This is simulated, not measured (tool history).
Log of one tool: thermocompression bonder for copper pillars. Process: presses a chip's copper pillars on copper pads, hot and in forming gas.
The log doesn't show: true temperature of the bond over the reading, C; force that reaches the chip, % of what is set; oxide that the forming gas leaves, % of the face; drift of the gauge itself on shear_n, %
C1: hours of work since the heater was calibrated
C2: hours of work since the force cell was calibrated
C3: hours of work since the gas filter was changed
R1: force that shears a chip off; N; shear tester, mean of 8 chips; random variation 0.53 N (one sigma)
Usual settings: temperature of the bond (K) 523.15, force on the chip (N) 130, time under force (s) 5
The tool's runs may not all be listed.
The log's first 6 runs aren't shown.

{"run": 7, "hour": 215.5, "temperature of the bond (K)": 523.15, "force on the chip (N)": 130, "time under force (s)": 5, "C1": 188, "C2": 867, "C3": 238, "R1": 47.0}
{"run": 8, "hour": 234.8, "temperature of the bond (K)": 523.15, "force on the chip (N)": 130, "time under force (s)": 5, "C1": 200, "C2": 879, "C3": 250, "R1": 47.8}
{"run": 9, "hour": 267.9, "temperature of the bond (K)": 521.15, "force on the chip (N)": 130, "time under force (s)": 5, "C1": 220, "C2": 900, "C3": 270, "R1": 46.1}
{"run": 10, "hour": 288.8, "temperature of the bond (K)": 521.15, "force on the chip (N)": 130, "time under force (s)": 5, "C1": 233, "C2": 913, "C3": 283, "R1": 46.7}
{"run": 11, "hour": 318.0, "temperature of the bond (K)": 521.15, "force on the chip (N)": 130, "time under force (s)": 5, "C1": 251, "C2": 931, "C3": 301, "R1": 45.5}
{"run": 12, "hour": 335.9, "temperature of the bond (K)": 523.15, "force on the chip (N)": 130, "time under force (s)": 5, "C1": 262, "C2": 942, "C3": 312, "R1": 47.0}
{"run": 13, "hour": 371.1, "temperature of the bond (K)": 523.15, "force on the chip (N)": 176, "time under force (s)": 5, "C1": 284, "C2": 964, "C3": 334, "R1": 55.4}
{"run": 14, "hour": 409.1, "temperature of the bond (K)": 523.15, "force on the chip (N)": 176, "time under force (s)": 5, "C1": 308, "C2": 988, "C3": 358, "R1": 57.1}
{"run": 15, "hour": 440.3, "temperature of the bond (K)": 523.15, "force on the chip (N)": 176, "time under force (s)": 5, "C1": 327, "C2": 1007, "C3": 377, "R1": 56.8}
{"hour": 474.3, "done": "forming gas filter changed"}
{"run": 16, "hour": 481.3, "temperature of the bond (K)": 523.15, "force on the chip (N)": 176, "time under force (s)": 5, "C1": 352, "C2": 1032, "C3": 4, "R1": 60.9}
{"run": 17, "hour": 510.0, "temperature of the bond (K)": 523.15, "force on the chip (N)": 176, "time under force (s)": 5, "C1": 370, "C2": 1050, "C3": 22, "R1": 62.2}
{"run": 18, "hour": 551.8, "temperature of the bond (K)": 523.15, "force on the chip (N)": 176, "time under force (s)": 5, "C1": 396, "C2": 1076, "C3": 48, "R1": 60.4}
{"run": 19, "hour": 577.7, "temperature of the bond (K)": 523.15, "force on the chip (N)": 82, "time under force (s)": 5, "C1": 412, "C2": 1092, "C3": 64, "R1": 37.2}
{"run": 20, "hour": 599.5, "temperature of the bond (K)": 523.15, "force on the chip (N)": 136, "time under force (s)": 3, "C1": 426, "C2": 1105, "C3": 78, "R1": 42.8}
{"run": 21, "hour": 618.3, "temperature of the bond (K)": 503.15, "force on the chip (N)": 135, "time under force (s)": 12, "C1": 438, "C2": 1117, "C3": 89, "R1": 54.7}
{"run": 22, "hour": 639.4, "temperature of the bond (K)": 503.15, "force on the chip (N)": 108, "time under force (s)": 10, "C1": 451, "C2": 1130, "C3": 103, "R1": 44.0}
{"run": 23, "hour": 674.0, "temperature of the bond (K)": 523.15, "force on the chip (N)": 165, "time under force (s)": 5, "C1": 472, "C2": 1152, "C3": 124, "R1": 58.1}
{"run": 24, "hour": 708.0, "temperature of the bond (K)": 505.15, "force on the chip (N)": 107, "time under force (s)": 4, "C1": 493, "C2": 1173, "C3": 145, "R1": 30.2}
{"run": 25, "hour": 745.7, "temperature of the bond (K)": 531.15, "force on the chip (N)": 109, "time under force (s)": 12, "C1": 517, "C2": 1196, "C3": 169, "R1": 66.4}

The next listed run, before its measurement:
{"run": 26, "hour": 779.0, "temperature of the bond (K)": 523.15, "force on the chip (N)": 130, "time under force (s)": 7, "C1": 537, "C2": 1217, "C3": 189, "R1": "?"}

R1: 56.4 N
Without the tool's hidden state the same run would have given R1 54.8 N.
